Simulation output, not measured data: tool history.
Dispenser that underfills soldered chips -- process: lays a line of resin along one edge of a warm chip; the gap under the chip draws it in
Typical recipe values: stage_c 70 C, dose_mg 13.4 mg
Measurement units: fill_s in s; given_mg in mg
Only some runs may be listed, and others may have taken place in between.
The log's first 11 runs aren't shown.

run,hour,stage_c,dose_mg,hours of work since the syringe was changed,hours of work since the valve was cleaned,hours of work since the stage was calibrated,fill_s,given_mg
# hour 56.3: new syringe of resin
12,60.1,70,13.4,2,59,68,239.5,12.74
13,64.6,70,13.4,5,62,70,304.0,12.64
14,71.4,70,13.4,9,66,75,448.0,12.73
# hour 72.6: new syringe of resin
15,78.1,65,13.4,3,70,79,318.8,12.60
16,84.4,65,13.4,7,74,83,453.3,12.55
# hour 88.8: new syringe of resin
17,89.8,65,13.4,1,77,86,245.8,12.56
18,96.2,65,13.4,5,81,90,351.9,12.48
19,102.6,60,13.4,9,85,94,616.2,12.44
# hour 105.3: new syringe of resin
20,108.2,60,13.4,2,88,97,349.7,12.43
21,112.4,56,11.9,4,91,100,521.9,10.98
# hour 116.8: dispensing valve cleaned and set on the balance
22,121.1,84,11.9,9,3,104,262.8,11.92
# hour 122.5: new syringe of resin
23,128.2,70,15.0,4,7,109,261.6,15.03
24,134.5,65,13.5,7,11,112,452.6,13.37
# hour 138.8: new syringe of resin
25,141.6,75,13.2,2,15,117,185.6,13.10
26,148.0,69,12.1,6,19,121,335.4,11.96
27,151.5,78,16.6,8,21,123,275.4,16.37
# hour 155.3: new syringe of resin
28,158.1,56,13.5,2,25,127,396.4,13.18
29,164.3,83,13.8,6,29,131,189.8,13.50
30,169.0,70,12.5,9,32,133,402.4,12.23
# hour 171.7: new syringe of resin
31,173.1,70,12.5,1,34,136,210.7,12.19
32,177.7,57,17.2,4,37,139,452.4,16.74
33,182.0,59,17.1,6,40,141,525.5,16.59
34,186.9,66,16.4,9,43,144,507.0,15.83
# hour 188.0: new syringe of resin
35,193.7,66,13.1,4,47,148,321.5,12.69
36,198.6,82,12.3,7,50,151,224.9,11.79

3 ways to go on from here, each from the tool as it stands after run 36. What would each give?
# hour 204.3: new syringe of resin
A,204.3,67,12.5,0,53,155,?,?
# hour 204.3: new syringe of resin
B,204.3,82,14.3,0,53,155,?,?
# hour 204.3: new syringe of resin
C,204.3,63,13.4,0,53,155,?,?

run,fill_s,given_mg
A,220.3,12.00
B,121.0,13.69
C,261.2,12.76
Take away the tool's hidden state, keep each run's random variation, and the runs would have read:
run,fill_s,given_mg
A,219.0,12.50
B,120.7,14.26
C,260.3,13.30
